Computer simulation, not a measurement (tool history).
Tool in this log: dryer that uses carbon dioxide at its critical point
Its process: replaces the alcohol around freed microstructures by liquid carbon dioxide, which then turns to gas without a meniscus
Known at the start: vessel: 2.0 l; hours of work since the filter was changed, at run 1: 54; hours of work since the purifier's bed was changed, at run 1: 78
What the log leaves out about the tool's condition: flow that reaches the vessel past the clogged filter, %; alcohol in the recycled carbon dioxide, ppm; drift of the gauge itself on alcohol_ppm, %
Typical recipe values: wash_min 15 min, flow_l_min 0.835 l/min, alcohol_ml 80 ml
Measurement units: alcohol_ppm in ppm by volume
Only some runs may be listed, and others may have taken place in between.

| run | hour | wash_min | flow_l_min | alcohol_ml | hours of work since the filter was changed | hours of work since the purifier's bed was changed | alcohol_ppm |
|---|---|---|---|---|---|---|---|
| 1 | 0 | 15 | 0.835 | 80 | 54 | 78 | 297 |
| 2 | 30.6 | 15 | 0.835 | 80 | 66 | 90 | 304 |
| 3 | 68.9 | 14 | 0.835 | 80 | 81 | 105 | 442 |
| 4 | 120.5 | 14 | 0.835 | 80 | 102 | 126 | 470 |
| 5 | 154.8 | 14 | 0.835 | 80 | 115 | 139 | 473 |
| 6 | 180.4 | 15 | 0.835 | 80 | 125 | 150 | 373 |
| 7 | 214.1 | 15 | 0.835 | 80 | 139 | 163 | 381 |
| 8 | 264.2 | 15 | 0.835 | 80 | 159 | 183 | 418 |
| 9 | 290 | 15 | 0.835 | 80 | 169 | 193 | 426 |
|  | 347.4 | inlet filter changed |
| 10 | 347.4 | 19 | 0.835 | 80 | 0 | 215 | 105 |
| 11 | 394.8 | 19 | 0.835 | 80 | 19 | 234 | 103 |
| 12 | 421.9 | 19 | 0.835 | 80 | 30 | 245 | 123 |
| 13 | 473.3 | 19 | 0.835 | 26 | 50 | 265 | 69 |
| 14 | 510.6 | 19 | 0.835 | 26 | 65 | 280 | 68 |
| 15 | 569.9 | 19 | 0.835 | 26 | 88 | 304 | 70 |
| 16 | 619.9 | 19 | 0.835 | 26 | 108 | 323 | 74 |
| 17 | 679.3 | 19 | 0.835 | 26 | 131 | 347 | 85 |
| 18 | 710.4 | 15 | 0.835 | 80 | 144 | 359 | 443 |
| 19 | 762.6 | 15 | 0.835 | 80 | 165 | 380 | 478 |
| 20 | 793.1 | 15 | 0.835 | 80 | 177 | 392 | 480 |
|  | 832.4 | inlet filter changed |
| 21 | 849.9 | 15 | 0.835 | 80 | 7 | 414 | 313 |
| 22 | 884.3 | 15 | 0.835 | 61 | 21 | 428 | 266 |
| 23 | 916.9 | 15 | 0.835 | 80 | 33 | 441 | 345 |
| 24 | 959 | 15 | 0.835 | 80 | 50 | 457 | 352 |
| 25 | 996.2 | 15 | 1.231 | 91 | 65 | 472 | 112 |
| 26 | 1053 | 15 | 1.231 | 91 | 87 | 495 | 105 |
| 27 | 1083 | 12 | 0.611 | 75 | 99 | 506 | 2426 |
| 28 | 1132.4 | 15 | 0.841 | 21 | 119 | 526 | 169 |
| 29 | 1174.2 | 13 | 0.835 | 84 | 135 | 543 | 807 |
| 30 | 1198.6 | 15 | 0.895 | 80 | 145 | 552 | 366 |
| 31 | 1224.6 | 15 | 1.313 | 80 | 155 | 563 | 109 |
| 32 | 1259.7 | 15 | 0.533 | 80 | 169 | 576 | 2245 |
| 33 | 1289.2 | 11 | 0.558 | 76 | 181 | 588 | 4177 |
|  | 1317.8 | inlet filter changed |
| 34 | 1326.6 | 12 | 0.835 | 102 | 4 | 603 | 976 |
| 35 | 1371.4 | 12 | 0.835 | 102 | 21 | 620 | 1034 |
| 36 | 1421.8 | 12 | 1.106 | 75 | 41 | 640 | 306 |
| 37 | 1463.7 | 15 | 1.106 | 84 | 58 | 657 | 165 |
| 38 | 1522.5 | 21 | 0.514 | 34 | 81 | 680 | 349 |
| 39 | 1565 | 9 | 1.231 | 36 | 98 | 697 | 357 |
| 40 | 1621.6 | 21 | 0.668 | 36 | 120 | 719 | 185 |
| 41 | 1679.5 | 21 | 0.668 | 36 | 143 | 742 | 202 |
| 42 | 1729.8 | 20 | 0.668 | 35 | 163 | 762 | 226 |
| 43 | 1773.9 | 10 | 0.835 | 56 | 181 | 780 | 1455 |
|  | 1801.5 | inlet filter changed |
| 44 | 1829.2 | 13 | 0.612 | 35 | 11 | 801 | 834 |
| 45 | 1868.6 | 15 | 0.574 | 23 | 27 | 817 | 480 |
| 46 | 1923 | 11 | 1.159 | 80 | 48 | 838 | 373 |
| 47 | 1965.8 | 14 | 1.357 | 56 | 65 | 855 | 134 |

Each row is a separate what-if for the run after 47, all from the same tool condition, not one after another. Results?
| A | 2005.3 | 21 | 1.39 | 29 | 81 | 871 | ? |
| B | 2005.3 | 11 | 0.923 | 20 | 81 | 871 | ? |
| C | 2005.3 | 20 | 1.357 | 56 | 81 | 871 | ? |
| D | 2005.3 | 10 | 0.522 | 56 | 81 | 871 | ? |

| run | alcohol_ppm |
|---|---|
| A | 122 |
| B | 311 |
| C | 115 |
| D | 3779 |
What these runs would have given with no unlogged condition in the tool:
| run | alcohol_ppm |
|---|---|
| A | 8 |
| B | 162 |
| C | 2 |
| D | 3307 |

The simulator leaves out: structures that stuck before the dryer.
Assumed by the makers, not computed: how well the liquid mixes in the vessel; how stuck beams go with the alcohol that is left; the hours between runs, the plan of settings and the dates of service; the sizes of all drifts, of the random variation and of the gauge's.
